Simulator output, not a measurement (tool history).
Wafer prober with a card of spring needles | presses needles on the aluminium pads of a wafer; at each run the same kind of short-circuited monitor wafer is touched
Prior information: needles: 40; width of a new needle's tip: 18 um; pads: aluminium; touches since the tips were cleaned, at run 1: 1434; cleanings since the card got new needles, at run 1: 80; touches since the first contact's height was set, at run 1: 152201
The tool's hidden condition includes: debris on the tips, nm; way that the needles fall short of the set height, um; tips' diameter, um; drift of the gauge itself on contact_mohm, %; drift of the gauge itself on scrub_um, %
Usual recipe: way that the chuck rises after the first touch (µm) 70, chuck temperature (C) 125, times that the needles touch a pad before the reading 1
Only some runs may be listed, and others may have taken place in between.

run,hour,way that the chuck rises after the first touch (µm),chuck temperature (C),times that the needles touch a pad before the reading,touches since the tips were cleaned,cleanings since the card got new needles,touches since the first contact's height was set,resistance of one needle with its contact and lead (mohm),way that a needle slides on the pad (µm)
1,0,70,125,1,1434,80,152201,246,13.68
# hour 1.8: tips cleaned on abrasive film
# hour 10.2: tips cleaned on abrasive film
# hour 18.7: tips cleaned on abrasive film
# hour 24: height of the first contact set anew
# hour 25.7: tips cleaned on abrasive film
# hour 34.2: tips cleaned on abrasive film
# hour 42.6: tips cleaned on abrasive film
# hour 49.4: tips cleaned on abrasive film
# hour 57.9: tips cleaned on abrasive film
# hour 66.3: tips cleaned on abrasive film
2,69.1,70,125,1,655,89,10439,251,13.84
# hour 74.2: tips cleaned on abrasive film
# hour 82.7: tips cleaned on abrasive film
# hour 91.1: tips cleaned on abrasive film
# hour 99.6: tips cleaned on abrasive film
# hour 108: tips cleaned on abrasive film
# hour 116.5: tips cleaned on abrasive film
# hour 123.3: tips cleaned on abrasive film
# hour 131.7: tips cleaned on abrasive film
# hour 140.1: tips cleaned on abrasive film
3,145.4,70,25,1,1235,98,28110,229,13.94
# hour 147.2: tips cleaned on abrasive film
# hour 155.7: tips cleaned on abrasive film
# hour 162.4: tips cleaned on abrasive film
# hour 170.9: tips cleaned on abrasive film
# hour 179.3: tips cleaned on abrasive film
# hour 186.1: tips cleaned on abrasive film
# hour 194.6: tips cleaned on abrasive film
# hour 203: tips cleaned on abrasive film
# hour 209.8: tips cleaned on abrasive film
# hour 218.2: tips cleaned on abrasive film
4,219.4,70,125,1,271,108,45213,254,13.93
# hour 226.2: tips cleaned on abrasive film
# hour 234.6: tips cleaned on abrasive film
# hour 243.1: tips cleaned on abrasive film
# hour 249.9: tips cleaned on abrasive film
# hour 258.3: tips cleaned on abrasive film
# hour 265.1: tips cleaned on abrasive film
# hour 273.5: tips cleaned on abrasive film
# hour 282: tips cleaned on abrasive film
# hour 288.8: tips cleaned on abrasive film
# hour 297.2: tips cleaned on abrasive film
# hour 305.7: tips cleaned on abrasive film
5,308.1,75,125,1,570,119,65741,252,14.95
# hour 313.2: tips cleaned on abrasive film
# hour 321.7: tips cleaned on abrasive film
# hour 330.1: tips cleaned on abrasive film
# hour 338.6: tips cleaned on abrasive film
# hour 347: tips cleaned on abrasive film
# hour 355.4: tips cleaned on abrasive film
# hour 363.9: tips cleaned on abrasive film
# hour 372.3: tips cleaned on abrasive film
# hour 380.8: tips cleaned on abrasive film
# hour 389.2: tips cleaned on abrasive film
# hour 397.7: tips cleaned on abrasive film
6,400.8,75,125,1,725,130,87207,252,14.92
# hour 405.9: tips cleaned on abrasive film
# hour 412.7: tips cleaned on abrasive film
# hour 421.1: tips cleaned on abrasive film
# hour 429.6: tips cleaned on abrasive film
# hour 438: tips cleaned on abrasive film
# hour 446.5: tips cleaned on abrasive film
# hour 454.9: tips cleaned on abrasive film
# hour 463.4: tips cleaned on abrasive film
# hour 471.8: tips cleaned on abrasive film
7,475.2,75,125,1,792,139,104436,251,14.83
# hour 478.7: tips cleaned on abrasive film
# hour 487.1: tips cleaned on abrasive film
# hour 493.9: tips cleaned on abrasive film
# hour 502.3: tips cleaned on abrasive film
# hour 509.1: tips cleaned on abrasive film
# hour 517.6: tips cleaned on abrasive film
# hour 524.4: tips cleaned on abrasive film
# hour 532.8: tips cleaned on abrasive film
# hour 541.2: tips cleaned on abrasive film
# hour 548: tips cleaned on abrasive film
# hour 556.5: tips cleaned on abrasive film
# hour 564.9: tips cleaned on abrasive film
8,564.9,70,125,2,0,151,125169,253,13.89
# hour 573.3: tips cleaned on abrasive film
# hour 581.8: tips cleaned on abrasive film
# hour 588.5: tips cleaned on abrasive film
# hour 597: tips cleaned on abrasive film
# hour 605.4: tips cleaned on abrasive film
# hour 613.9: tips cleaned on abrasive film
# hour 622.3: tips cleaned on abrasive film
9,623,70,125,2,146,158,138620,251,14.04
# hour 629.7: tips cleaned on abrasive film
# hour 638.2: tips cleaned on abrasive film
# hour 645: tips cleaned on abrasive film
# hour 653.4: tips cleaned on abrasive film
# hour 661.9: tips cleaned on abrasive film
10,667.3,70,125,2,1260,163,148881,254,13.88
# hour 669: tips cleaned on abrasive film
# hour 677.5: tips cleaned on abrasive film
# hour 685.9: tips cleaned on abrasive film
# hour 692.7: tips cleaned on abrasive film
# hour 701.1: tips cleaned on abrasive film
# hour 704.8: height of the first contact set anew
# hour 709.9: tips cleaned on abrasive film
# hour 718.3: tips cleaned on abrasive film
# hour 726.8: tips cleaned on abrasive film
# hour 735.2: tips cleaned on abrasive film
# hour 743.7: tips cleaned on abrasive film
# hour 750.5: tips cleaned on abrasive film
11,753.1,70,74,1,622,174,11189,241,14.03
# hour 758.2: tips cleaned on abrasive film
# hour 765: tips cleaned on abrasive film
# hour 773.5: tips cleaned on abrasive film
# hour 780.2: tips cleaned on abrasive film
# hour 788.7: tips cleaned on abrasive film
# hour 795.5: tips cleaned on abrasive film
# hour 803.9: tips cleaned on abrasive film
# hour 812.4: tips cleaned on abrasive film
# hour 820.8: tips cleaned on abrasive film
12,823.2,70,74,1,569,183,27410,238,13.92
# hour 828.4: tips cleaned on abrasive film
# hour 835.1: tips cleaned on abrasive film
# hour 843.6: tips cleaned on abrasive film
# hour 852: tips cleaned on abrasive film
# hour 858.8: tips cleaned on abrasive film
# hour 865.6: tips cleaned on abrasive film
# hour 874: tips cleaned on abrasive film
# hour 882.5: tips cleaned on abrasive film
13,888.2,70,74,1,1340,191,42447,239,13.83
# hour 890: tips cleaned on abrasive film
# hour 898.4: tips cleaned on abrasive film
# hour 905.2: tips cleaned on abrasive film
# hour 913.7: tips cleaned on abrasive film
# hour 922.1: tips cleaned on abrasive film
# hour 930.5: tips cleaned on abrasive film
# hour 937.3: tips cleaned on abrasive film
# hour 945.8: tips cleaned on abrasive film
# hour 952.6: tips cleaned on abrasive film
# hour 961: tips cleaned on abrasive film
# hour 967.8: tips cleaned on abrasive film
# hour 976.2: tips cleaned on abrasive film
14,979.7,73,98,1,804,203,63599,242,14.63
# hour 983.1: tips cleaned on abrasive film
# hour 991.6: tips cleaned on abrasive film
# hour 1000: tips cleaned on abrasive film
# hour 1008.5: tips cleaned on abrasive film
# hour 1016.9: tips cleaned on abrasive film
# hour 1025.4: tips cleaned on abrasive film
# hour 1033.8: tips cleaned on abrasive film
# hour 1042.3: tips cleaned on abrasive film
# hour 1050.7: tips cleaned on abrasive film
# hour 1059.2: tips cleaned on abrasive film
15,1062.4,70,54,2,756,213,82754,237,13.92
# hour 1067.5: tips cleaned on abrasive film
# hour 1076: tips cleaned on abrasive film
# hour 1084.4: tips cleaned on abrasive film
# hour 1092.9: tips cleaned on abrasive film
# hour 1101.3: tips cleaned on abrasive film
# hour 1109.4: tips cleaned on abrasive film
16,1109.4,67,95,1,0,219,93633,245,13.2
# hour 1117.9: tips cleaned on abrasive film
# hour 1124.6: tips cleaned on abrasive film
# hour 1133.1: tips cleaned on abrasive film
# hour 1139.9: tips cleaned on abrasive film
# hour 1148.3: tips cleaned on abrasive film
17,1154.8,70,94,1,1522,224,104156,243,13.67
# hour 1156.6: tips cleaned on abrasive film
# hour 1165: tips cleaned on abrasive film
# hour 1173.5: tips cleaned on abrasive film
# hour 1180.3: tips cleaned on abrasive film
# hour 1188.7: tips cleaned on abrasive film
# hour 1195.5: tips cleaned on abrasive film
# hour 1203.9: tips cleaned on abrasive film
# hour 1210.7: tips cleaned on abrasive film
# hour 1219.2: tips cleaned on abrasive film
# hour 1226: tips cleaned on abrasive film
# hour 1234.4: tips cleaned on abrasive film
# hour 1241.2: tips cleaned on abrasive film
# hour 1249.6: tips cleaned on abrasive film
18,1250.1,70,94,3,116,237,126187,241,13.86
# hour 1256.9: tips cleaned on abrasive film
# hour 1263.7: tips cleaned on abrasive film
# hour 1272.1: tips cleaned on abrasive film
# hour 1280.6: tips cleaned on abrasive film
# hour 1289: tips cleaned on abrasive film
# hour 1297.5: tips cleaned on abrasive film
# hour 1305.9: tips cleaned on abrasive film
# hour 1314.4: tips cleaned on abrasive film
# hour 1322.8: tips cleaned on abrasive film
# hour 1331.3: tips cleaned on abrasive film
# hour 1339.7: tips cleaned on abrasive film
19,1345.1,61,117,2,1267,248,148195,252,11.98

Branching from run 19: 3 alternative next runs. What would each branch give?
# hour 1346.9: tips cleaned on abrasive film
# hour 1353.7: tips cleaned on abrasive film
# hour 1362.1: tips cleaned on abrasive film
# hour 1370.6: tips cleaned on abrasive film
# hour 1379: tips cleaned on abrasive film
# hour 1386: height of the first contact set anew
# hour 1387.8: tips cleaned on abrasive film
# hour 1396.2: tips cleaned on abrasive film
# hour 1404.7: tips cleaned on abrasive film
# hour 1413.1: tips cleaned on abrasive film
# hour 1419.9: tips cleaned on abrasive film
# hour 1428.4: tips cleaned on abrasive film
# hour 1436.8: tips cleaned on abrasive film
A,1443.3,86,91,2,1513,260,13254,?,?
# hour 1346.9: tips cleaned on abrasive film
# hour 1353.7: tips cleaned on abrasive film
# hour 1362.1: tips cleaned on abrasive film
# hour 1370.6: tips cleaned on abrasive film
# hour 1379: tips cleaned on abrasive film
# hour 1386: height of the first contact set anew
# hour 1387.8: tips cleaned on abrasive film
# hour 1396.2: tips cleaned on abrasive film
# hour 1404.7: tips cleaned on abrasive film
# hour 1413.1: tips cleaned on abrasive film
# hour 1419.9: tips cleaned on abrasive film
# hour 1428.4: tips cleaned on abrasive film
# hour 1436.8: tips cleaned on abrasive film
B,1443.3,59,29,1,1513,260,13254,?,?
# hour 1346.9: tips cleaned on abrasive film
# hour 1353.7: tips cleaned on abrasive film
# hour 1362.1: tips cleaned on abrasive film
# hour 1370.6: tips cleaned on abrasive film
# hour 1379: tips cleaned on abrasive film
# hour 1386: height of the first contact set anew
# hour 1387.8: tips cleaned on abrasive film
# hour 1396.2: tips cleaned on abrasive film
# hour 1404.7: tips cleaned on abrasive film
# hour 1413.1: tips cleaned on abrasive film
# hour 1419.9: tips cleaned on abrasive film
# hour 1428.4: tips cleaned on abrasive film
# hour 1436.8: tips cleaned on abrasive film
C,1443.3,64,117,2,1513,260,13254,?,?

run,resistance of one needle with its contact and lead (mohm),way that a needle slides on the pad (µm)
A,242,17
B,229,11.86
C,247,12.77
Stripped of hidden state, with their random variation kept, the same runs would have yielded:
run,resistance of one needle with its contact and lead (mohm),way that a needle slides on the pad (µm)
A,242,17.01
B,228,11.86
C,246,12.78
